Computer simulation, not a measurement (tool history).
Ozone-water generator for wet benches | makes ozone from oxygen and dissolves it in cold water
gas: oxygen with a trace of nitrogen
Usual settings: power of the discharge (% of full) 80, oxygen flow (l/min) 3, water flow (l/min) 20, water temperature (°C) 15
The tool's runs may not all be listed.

run	hour	power of the discharge (% of full)	oxygen flow (l/min)	water flow (l/min)	water temperature (°C)	dissolved ozone (ppm)	ozone in the gas ahead of the water (g/m3)
1	0.0	80	3	20	15	10.5	179.7
2	78.3	80	3	20	15	10.4	178.7
3	158.3	80	3	20	15	10.4	179.6
4	247.4	80	3	20	15	10.6	179.7
5	320.8	48	3	20	15	6.7	117.3
6	404.2	80	3	20	15	10.5	179.4
7	456.2	80	3	20	22	9.9	178.7
8	549.9	80	3	20	17	10.3	177.9
9	593.1	80	3	20	17	10.3	176.0
10	660.0	80	3	20	17	10.3	177.0
11	738.7	80	3	20	17	10.3	177.5
12	786.4	80	3	20	15	10.3	177.9
13	877.8	80	3	20	15	10.4	177.4
14	920.7	80	3	20	15	10.4	178.4
15	980.4	80	3	20	15	10.5	177.2
16	1084.0	80	3	20	15	10.7	177.5
17	1184.1	50	3	20	15	7.1	118.9
18	1237.3	50	3	20	15	7.0	119.0
19	1281.2	80	3	20	11	10.9	177.8
20	1366.3	80	3	28	15	7.2	176.6
21	1460.4	80	3	28	15	7.4	176.4
22	1520.8	81	3	20	15	10.6	178.4
23	1568.2	81	3	20	15	10.8	178.9
24	1641.1	57	3	13	8	13.0	132.4

Run 25 comes next. What will it give?
25	1727.3	57	3	13	8	?	?

dissolved ozone (ppm): 12.9
ozone in the gas ahead of the water (g/m3): 131.6
Without the tool's hidden state the same run would have given dissolved ozone (ppm) 12.9, ozone in the gas ahead of the water (g/m3) 134.4.
